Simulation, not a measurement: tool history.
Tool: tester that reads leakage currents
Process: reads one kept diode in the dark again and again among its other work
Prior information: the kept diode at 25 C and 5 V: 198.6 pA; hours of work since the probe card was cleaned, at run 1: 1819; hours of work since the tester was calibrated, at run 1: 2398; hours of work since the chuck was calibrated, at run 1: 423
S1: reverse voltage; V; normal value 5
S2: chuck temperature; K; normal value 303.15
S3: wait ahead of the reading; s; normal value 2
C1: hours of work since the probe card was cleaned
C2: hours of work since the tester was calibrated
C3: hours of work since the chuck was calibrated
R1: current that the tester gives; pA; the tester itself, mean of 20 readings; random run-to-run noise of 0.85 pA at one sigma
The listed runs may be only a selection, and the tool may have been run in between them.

run,day,S1,S2,S3,C1,C2,C3,R1
1,0,5,303.15,2,1819,2398,423,300.99
2,6.208,5,303.15,2,1928,2506,532,304.24
# day 11.517: chuck's temperature calibrated
3,12.392,18.49,303.15,2,2034,2613,15,536.91
4,17.088,18.49,303.15,2,2116,2695,97,541.51
5,19.829,18.49,303.15,2,2164,2743,145,549.17
6,25.379,18.49,303.15,2.44,2261,2840,242,551.93
7,29.554,18.49,303.15,2.44,2334,2913,315,554.81
8,33.358,18.49,303.15,2.44,2400,2979,381,561.52
# day 33.946: tester calibrated
9,39.521,5,303.15,2,2506,97,487,305.65
10,45.388,5,303.15,2,2609,200,590,307.9
# day 47.642: chuck's temperature calibrated
11,48.604,11.16,303.15,2,2664,254,17,430.12
12,52.254,5,303.15,2,2727,318,81,294.05
13,56.438,1.7,303.15,2.1,2800,391,154,178.82
14,62.225,1.7,303.15,2.1,2901,492,255,178.61
15,65.175,1.7,303.15,2.1,2953,544,306,180.69
16,67.717,4.56,323.15,0.83,2997,588,351,1036.38
17,71.829,3.77,317.15,1.06,3069,660,422,660.91
18,78.029,3.77,317.15,1.06,3177,768,531,661.73
19,82.5,3.77,317.15,1.06,3255,846,609,670.15
# day 83.479: chuck's temperature calibrated
20,87.767,5,302.15,2,3346,937,75,277.15
21,90.812,1.14,303.15,4.02,3399,990,128,148.41
22,93.608,3.69,311.15,8.18,3448,1039,177,439.66
23,97.262,1.05,303.15,2,3512,1103,241,144.5

Consider 3 possible next runs. They are alternatives, not a sequence: every one starts from the tool as it was left by run 23. What does each give?
# day 100.258: probe card cleaned and baked
A,100.762,3.05,303.15,0.49,9,1161,300,?
# day 100.258: probe card cleaned and baked
B,100.762,2.45,331.15,0.79,9,1161,300,?
# day 100.258: probe card cleaned and baked
C,100.762,1.05,303.15,3.98,9,1161,300,?

run,R1
A,232.66
B,1245.16
C,143.6
With no hidden state in the tool, these same runs would have given:
run,R1
A,226.36
B,1217.42
C,139.69
